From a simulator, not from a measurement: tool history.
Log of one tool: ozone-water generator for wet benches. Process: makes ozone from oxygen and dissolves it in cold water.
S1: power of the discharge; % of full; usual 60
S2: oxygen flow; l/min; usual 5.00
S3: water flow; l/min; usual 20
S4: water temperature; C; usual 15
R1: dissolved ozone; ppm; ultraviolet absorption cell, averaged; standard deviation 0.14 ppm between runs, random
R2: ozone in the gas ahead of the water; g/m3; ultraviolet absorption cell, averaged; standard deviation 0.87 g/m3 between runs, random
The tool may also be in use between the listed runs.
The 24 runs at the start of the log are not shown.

Run 25, hour 3274.7: usual settings but S1 76 % of full, S4 16 C. Result: R1 16.1 ppm, R2 151.2 g/m3.
Run 26, hour 3444.9: usual settings but S1 40 % of full, S4 7 C. Result: R1 12.0 ppm, R2 102.1 g/m3.
Run 27, hour 3558.0: usual settings but S1 66 % of full, S2 4.87 l/min, S3 12 l/min. Result: R1 21.8 ppm, R2 138.5 g/m3.
Run 28, hour 3693.5: usual settings but S2 8.93 l/min. Result: R1 14.5 ppm, R2 101.3 g/m3.
Run 29, hour 3841.6: usual settings but S1 43 % of full, S2 8.53 l/min, S3 28 l/min, S4 13 C. Result: R1 9.0 ppm, R2 84.5 g/m3.
Run 30, hour 3919.4: usual settings but S1 43 % of full, S2 3.56 l/min, S3 28 l/min, S4 21 C. Result: R1 7.1 ppm, R2 121.8 g/m3.
Run 31, hour 4074.0: usual settings but S3 18 l/min. Result: R1 15.2 ppm, R2 128.0 g/m3.
Run 32, hour 4193.3: usual settings but S1 51 % of full, S4 14 C. Result: R1 12.7 ppm, R2 116.2 g/m3.
Run 33, hour 4307.9: usual settings but S1 74 % of full, S2 8.22 l/min, S4 14 C. Result: R1 16.7 ppm, R2 120.1 g/m3.
Run 34, hour 4443.3: usual settings but S1 89 % of full, S3 22 l/min. Result: R1 16.1 ppm, R2 162.1 g/m3.

What if the next run were any one of these 3? Each begins from the tool's condition after run 34:
Run A, hour 4602.8: usual settings but S1 89 % of full, S3 17 l/min, S4 16 C. Result: R1 ?, R2 ?.
Run B, hour 4602.8: usual settings but S2 6.04 l/min, S3 16 l/min, S4 8 C. Result: R1 ?, R2 ?.
Run C, hour 4602.8: usual settings but S1 70 % of full, S2 3.22 l/min, S3 22 l/min. Result: R1 ?, R2 ?.

run    R1     R2
  A  19.6  161.9
  B  18.7  117.4
  C  12.3  169.5
Without the tool's hidden state the same runs would have given:
run    R1     R2
  A  22.9  185.9
  B  21.2  130.7
  C  14.2  190.9
